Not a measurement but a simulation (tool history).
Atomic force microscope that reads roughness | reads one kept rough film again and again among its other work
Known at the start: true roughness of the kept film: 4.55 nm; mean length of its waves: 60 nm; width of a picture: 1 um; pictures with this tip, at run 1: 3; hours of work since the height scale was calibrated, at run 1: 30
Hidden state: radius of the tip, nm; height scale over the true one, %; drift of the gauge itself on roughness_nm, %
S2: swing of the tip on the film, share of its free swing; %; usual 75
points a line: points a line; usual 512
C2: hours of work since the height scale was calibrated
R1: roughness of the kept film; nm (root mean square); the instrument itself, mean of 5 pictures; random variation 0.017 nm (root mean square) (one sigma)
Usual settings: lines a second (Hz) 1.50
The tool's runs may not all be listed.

run 1 hour=0.0 | lines_a_second_(Hz)=1.50 S2=75 points_a_line=512 | pictures_with_this_tip=3 C2=30 | R1=4.229
run 2 hour=5.8 | lines_a_second_(Hz)=3.03 S2=75 points_a_line=512 | pictures_with_this_tip=14 C2=34 | R1=4.068
run 3 hour=11.4 | lines_a_second_(Hz)=3.03 S2=75 points_a_line=512 | pictures_with_this_tip=25 C2=38 | R1=3.991
run 4 hour=19.7 | lines_a_second_(Hz)=1.50 S2=75 points_a_line=512 | pictures_with_this_tip=41 C2=44 | R1=4.181
run 5 hour=26.6 | lines_a_second_(Hz)=1.50 S2=66 points_a_line=512 | pictures_with_this_tip=55 C2=48 | R1=4.233
run 6 hour=32.4 | lines_a_second_(Hz)=1.50 S2=75 points_a_line=512 | pictures_with_this_tip=66 C2=52 | R1=4.114
run 7 hour=36.7 | lines_a_second_(Hz)=1.50 S2=75 points_a_line=512 | pictures_with_this_tip=74 C2=55 | R1=4.120
run 8 hour=41.2 | lines_a_second_(Hz)=1.50 S2=64 points_a_line=512 | pictures_with_this_tip=83 C2=58 | R1=4.162
run 9 hour=45.1 | lines_a_second_(Hz)=1.50 S2=64 points_a_line=512 | pictures_with_this_tip=91 C2=61 | R1=4.141
run 10 hour=52.4 | lines_a_second_(Hz)=1.33 S2=75 points_a_line=512 | pictures_with_this_tip=105 C2=66 | R1=4.044
run 11 hour=61.3 | lines_a_second_(Hz)=1.33 S2=75 points_a_line=512 | pictures_with_this_tip=122 C2=72 | R1=4.036
run 12 hour=69.3 | lines_a_second_(Hz)=1.50 S2=75 points_a_line=512 | pictures_with_this_tip=138 C2=78 | R1=4.006
run 13 hour=74.0 | lines_a_second_(Hz)=1.50 S2=75 points_a_line=512 | pictures_with_this_tip=147 C2=81 | R1=3.977
run 14 hour=79.9 | lines_a_second_(Hz)=1.50 S2=75 points_a_line=512 | pictures_with_this_tip=159 C2=85 | R1=3.953
run 15 hour=84.8 | lines_a_second_(Hz)=1.50 S2=75 points_a_line=512 | pictures_with_this_tip=169 C2=88 | R1=3.913
run 16 hour=88.8 | lines_a_second_(Hz)=1.50 S2=75 points_a_line=266 | pictures_with_this_tip=176 C2=91 | R1=3.927
run 17 hour=97.4 | lines_a_second_(Hz)=1.50 S2=75 points_a_line=266 | pictures_with_this_tip=193 C2=97 | R1=3.882
-- hour=100.4 new tip fitted
run 18 hour=105.9 | lines_a_second_(Hz)=1.50 S2=75 points_a_line=727 | pictures_with_this_tip=11 C2=102 | R1=4.234
run 19 hour=113.8 | lines_a_second_(Hz)=1.50 S2=75 points_a_line=727 | pictures_with_this_tip=26 C2=108 | R1=4.203
run 20 hour=118.8 | lines_a_second_(Hz)=1.50 S2=75 points_a_line=727 | pictures_with_this_tip=36 C2=111 | R1=4.200
run 21 hour=124.3 | lines_a_second_(Hz)=1.50 S2=75 points_a_line=512 | pictures_with_this_tip=47 C2=115 | R1=4.144
run 22 hour=128.6 | lines_a_second_(Hz)=1.50 S2=75 points_a_line=512 | pictures_with_this_tip=55 C2=118 | R1=4.167
run 23 hour=133.6 | lines_a_second_(Hz)=1.50 S2=75 points_a_line=512 | pictures_with_this_tip=65 C2=121 | R1=4.120
run 24 hour=138.2 | lines_a_second_(Hz)=1.75 S2=66 points_a_line=893 | pictures_with_this_tip=74 C2=124 | R1=4.137
run 25 hour=144.7 | lines_a_second_(Hz)=0.68 S2=61 points_a_line=512 | pictures_with_this_tip=87 C2=129 | R1=4.216
run 26 hour=151.4 | lines_a_second_(Hz)=0.68 S2=61 points_a_line=512 | pictures_with_this_tip=100 C2=133 | R1=4.211
run 27 hour=156.0 | lines_a_second_(Hz)=1.50 S2=64 points_a_line=378 | pictures_with_this_tip=109 C2=136 | R1=4.123
-- hour=157.7 height scale calibrated on a step standard
run 28 hour=161.3 | lines_a_second_(Hz)=1.50 S2=64 points_a_line=378 | pictures_with_this_tip=117 C2=2 | R1=4.110
run 29 hour=168.6 | lines_a_second_(Hz)=1.68 S2=72 points_a_line=735 | pictures_with_this_tip=131 C2=7 | R1=4.030
run 30 hour=172.9 | lines_a_second_(Hz)=1.50 S2=76 points_a_line=1019 | pictures_with_this_tip=140 C2=10 | R1=3.999
run 31 hour=177.9 | lines_a_second_(Hz)=2.19 S2=75 points_a_line=353 | pictures_with_this_tip=150 C2=14 | R1=3.893
run 32 hour=186.5 | lines_a_second_(Hz)=0.58 S2=83 points_a_line=458 | pictures_with_this_tip=166 C2=20 | R1=4.018
run 33 hour=195.4 | lines_a_second_(Hz)=1.50 S2=83 points_a_line=535 | pictures_with_this_tip=184 C2=26 | R1=3.845
-- hour=199.1 height scale calibrated on a step standard, once more
run 34 hour=201.4 | lines_a_second_(Hz)=0.53 S2=59 points_a_line=315 | pictures_with_this_tip=194 C2=2 | R1=4.016
-- hour=204.3 new tip fitted
run 35 hour=207.5 | lines_a_second_(Hz)=0.53 S2=59 points_a_line=315 | pictures_with_this_tip=7 C2=5 | R1=4.364
run 36 hour=214.1 | lines_a_second_(Hz)=0.53 S2=59 points_a_line=315 | pictures_with_this_tip=20 C2=10 | R1=4.369
run 37 hour=218.2 | lines_a_second_(Hz)=0.53 S2=59 points_a_line=315 | pictures_with_this_tip=28 C2=13 | R1=4.373
run 38 hour=224.3 | lines_a_second_(Hz)=2.93 S2=64 points_a_line=720 | pictures_with_this_tip=39 C2=17 | R1=4.156
run 39 hour=233.5 | lines_a_second_(Hz)=2.75 S2=64 points_a_line=720 | pictures_with_this_tip=58 C2=23 | R1=4.151
run 40 hour=239.6 | lines_a_second_(Hz)=1.50 S2=82 points_a_line=611 | pictures_with_this_tip=69 C2=27 | R1=4.055
run 41 hour=247.7 | lines_a_second_(Hz)=0.98 S2=75 points_a_line=380 | pictures_with_this_tip=85 C2=33 | R1=4.145
run 42 hour=252.6 | lines_a_second_(Hz)=1.16 S2=66 points_a_line=270 | pictures_with_this_tip=95 C2=36 | R1=4.146
run 43 hour=258.5 | lines_a_second_(Hz)=1.16 S2=66 points_a_line=270 | pictures_with_this_tip=106 C2=40 | R1=4.133
run 44 hour=262.8 | lines_a_second_(Hz)=0.77 S2=78 points_a_line=695 | pictures_with_this_tip=115 C2=43 | R1=4.108
run 45 hour=266.5 | lines_a_second_(Hz)=0.77 S2=78 points_a_line=695 | pictures_with_this_tip=122 C2=46 | R1=4.065

Forecast each of these 5 alternatives for the next run:
run A hour=273.0 | lines_a_second_(Hz)=1.60 S2=78 points_a_line=535 | pictures_with_this_tip=135 C2=50 | R1=?
run B hour=273.0 | lines_a_second_(Hz)=3.21 S2=83 points_a_line=559 | pictures_with_this_tip=135 C2=50 | R1=?
run C hour=273.0 | lines_a_second_(Hz)=0.51 S2=78 points_a_line=463 | pictures_with_this_tip=135 C2=50 | R1=?
run D hour=273.0 | lines_a_second_(Hz)=1.50 S2=61 points_a_line=747 | pictures_with_this_tip=135 C2=50 | R1=?
run E hour=273.0 | lines_a_second_(Hz)=1.50 S2=75 points_a_line=912 | pictures_with_this_tip=135 C2=50 | R1=?

run=A R1=3.962
run=B R1=3.668
run=C R1=4.100
run=D R1=4.105
run=E R1=3.996
Without the tool's hidden state the same runs would have given:
run=A R1=4.204
run=B R1=3.892
run=C R1=4.350
run=D R1=4.355
run=E R1=4.240
